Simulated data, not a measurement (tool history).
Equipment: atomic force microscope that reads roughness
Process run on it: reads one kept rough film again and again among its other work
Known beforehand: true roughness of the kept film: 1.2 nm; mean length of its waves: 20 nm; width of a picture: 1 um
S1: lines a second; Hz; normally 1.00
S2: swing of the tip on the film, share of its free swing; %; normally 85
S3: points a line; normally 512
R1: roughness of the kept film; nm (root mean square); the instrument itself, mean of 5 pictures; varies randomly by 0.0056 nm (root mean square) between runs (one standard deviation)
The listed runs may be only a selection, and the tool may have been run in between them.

| run | day | S1 | S2 | S3 | R1 |
|---|---|---|---|---|---|
| 1 | 0.000 | 1.00 | 85 | 512 | 0.978 |
| 2 | 0.588 | 1.00 | 85 | 512 | 0.986 |
| 3 | 1.196 | 1.00 | 85 | 833 | 0.989 |
| 4 | 1.742 | 1.00 | 56 | 512 | 1.083 |
| 5 | 2.496 | 1.00 | 63 | 512 | 1.073 |
| 6 | 3.296 | 1.00 | 63 | 512 | 1.080 |
| 7 | 4.075 | 1.00 | 63 | 512 | 1.070 |
| 8 | 4.629 | 1.00 | 63 | 512 | 1.080 |
| 9 | 5.200 | 1.00 | 74 | 512 | 1.039 |
| 10 | 5.796 | 1.00 | 74 | 317 | 1.028 |
| 11 | 6.158 | 1.00 | 57 | 317 | 1.058 |
| 12 | 6.633 | 1.00 | 57 | 317 | 1.066 |
| 13 | 7.233 | 1.00 | 57 | 468 | 1.084 |
| 14 | 7.612 | 1.00 | 57 | 468 | 1.096 |
| 15 | 8.404 | 1.00 | 57 | 468 | 1.097 |
| 16 | 9.204 | 1.00 | 85 | 829 | 0.988 |
| 17 | 9.596 | 1.00 | 85 | 829 | 0.988 |
| 18 | 10.233 | 1.00 | 85 | 829 | 0.979 |
| 19 | 10.779 | 0.68 | 85 | 512 | 1.024 |
| 20 | 11.633 | 0.68 | 85 | 512 | 1.022 |
| 21 | 12.229 | 0.68 | 85 | 512 | 1.024 |
| 22 | 12.938 | 0.88 | 85 | 512 | 1.005 |
| 23 | 13.829 | 1.31 | 85 | 545 | 0.955 |
| 24 | 14.192 | 1.31 | 85 | 545 | 0.950 |
| 25 | 15.017 | 0.69 | 86 | 262 | 1.003 |
| 26 | 15.717 | 1.18 | 65 | 292 | 1.044 |
| 27 | 16.212 | 1.18 | 65 | 930 | 1.065 |
| 28 | 16.767 | 1.18 | 65 | 930 | 1.064 |
| 29 | 17.417 | 2.71 | 62 | 568 | 1.015 |
| 30 | 18.196 | 1.00 | 63 | 567 | 1.067 |
| 31 | 18.912 | 1.00 | 63 | 567 | 1.082 |
| 32 | 19.375 | 1.00 | 63 | 496 | 1.066 |
| 33 | 19.796 | 0.61 | 63 | 516 | 1.089 |
| 34 | 20.700 | 3.27 | 70 | 516 | 0.932 |
| 35 | 21.096 | 3.27 | 76 | 516 | 0.869 |
| 36 | 21.488 | 1.00 | 85 | 624 | 0.985 |
| 37 | 21.871 | 1.00 | 85 | 624 | 0.993 |
| 38 | 22.604 | 1.95 | 85 | 289 | 0.870 |
| 39 | 23.058 | 1.95 | 85 | 289 | 0.869 |
| 40 | 23.767 | 1.95 | 85 | 289 | 0.870 |
| 41 | 24.567 | 1.95 | 85 | 289 | 0.863 |

Withheld: 3 entries from between the runs. Position of each, and hidden state at the listed run before versus the listed run after:
Between runs 7 and 8: new tip fitted (day 4.458)
  radius of the tip, nm: 5.3 -> 5
Between runs 21 and 22: new tip fitted (day 12.329)
  radius of the tip, nm: 5.3 -> 5
Between runs 33 and 34: new tip fitted (day 20.158)
  radius of the tip, nm: 5.3 -> 5
